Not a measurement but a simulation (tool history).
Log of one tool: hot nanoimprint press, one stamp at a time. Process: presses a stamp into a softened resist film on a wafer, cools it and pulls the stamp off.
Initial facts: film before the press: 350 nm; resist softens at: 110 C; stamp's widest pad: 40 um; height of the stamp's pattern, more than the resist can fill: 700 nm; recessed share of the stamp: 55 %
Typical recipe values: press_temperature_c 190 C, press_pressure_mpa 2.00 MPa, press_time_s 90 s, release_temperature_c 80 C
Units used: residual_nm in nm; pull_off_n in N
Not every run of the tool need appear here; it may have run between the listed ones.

run	hour	press_temperature_c	press_pressure_mpa	press_time_s	release_temperature_c	residual_nm	pull_off_n
1	0.0	190	2.00	90	80	196.3	172
2	37.7	185	2.00	90	80	233.7	176
# hour 66.8: stamp cleaned and given a new release coat
3	66.8	185	2.00	90	80	233.6	104
4	98.1	190	2.00	90	80	195.6	110
5	115.2	191	2.00	90	80	190.0	113
6	135.5	190	2.00	114	80	181.5	118
7	153.7	190	1.32	114	80	219.9	115
8	186.0	190	1.32	114	80	217.8	119
9	218.4	190	1.32	114	80	217.6	124
10	246.6	190	2.00	90	80	195.0	127
11	285.8	190	2.00	90	80	194.8	131
12	314.1	190	2.00	90	80	194.5	137
13	342.3	190	2.00	90	80	194.3	145
14	379.7	190	2.00	90	80	193.3	147
15	396.3	189	2.00	90	80	200.8	141
16	434.4	179	1.42	90	80	295.4	152
17	455.0	179	1.42	94	68	292.8	205
18	495.0	179	1.42	94	68	293.8	214
19	526.4	179	2.51	131	68	230.0	217
# hour 548.5: plate thermocouple calibrated
20	567.7	185	2.51	131	85	197.6	153
21	593.5	190	2.92	91	83	170.2	178
# hour 622.0: stamp cleaned and given a new release coat
22	626.1	191	2.79	90	73	166.5	129
23	665.0	191	2.79	90	73	166.3	128
24	694.4	191	1.31	57	73	259.9	133
25	723.0	199	2.42	175	84	105.5	111
26	749.2	190	1.81	154	80	178.7	122
27	789.0	200	2.60	103	74	118.5	150
28	806.8	200	2.60	103	74	117.4	149
29	844.7	200	2.60	103	74	117.2	153

Each row is a separate what-if for the run after 29, all from the same tool condition, not one after another. Results?
A	867.7	190	2.00	90	81	?	?
B	867.7	200	1.75	103	74	?	?
C	867.7	192	2.85	103	74	?	?
D	867.7	200	1.38	103	74	?	?
E	867.7	190	1.48	134	80	?	?

run	residual_nm	pull_off_n
A	200.5	137
B	144.6	159
C	150.7	154
D	162.5	164
E	203.0	142
Had the tool no hidden state, the same runs would have come out as:
run	residual_nm	pull_off_n
A	198.3	106
B	143.0	123
C	145.7	118
D	162.0	126
E	202.9	109
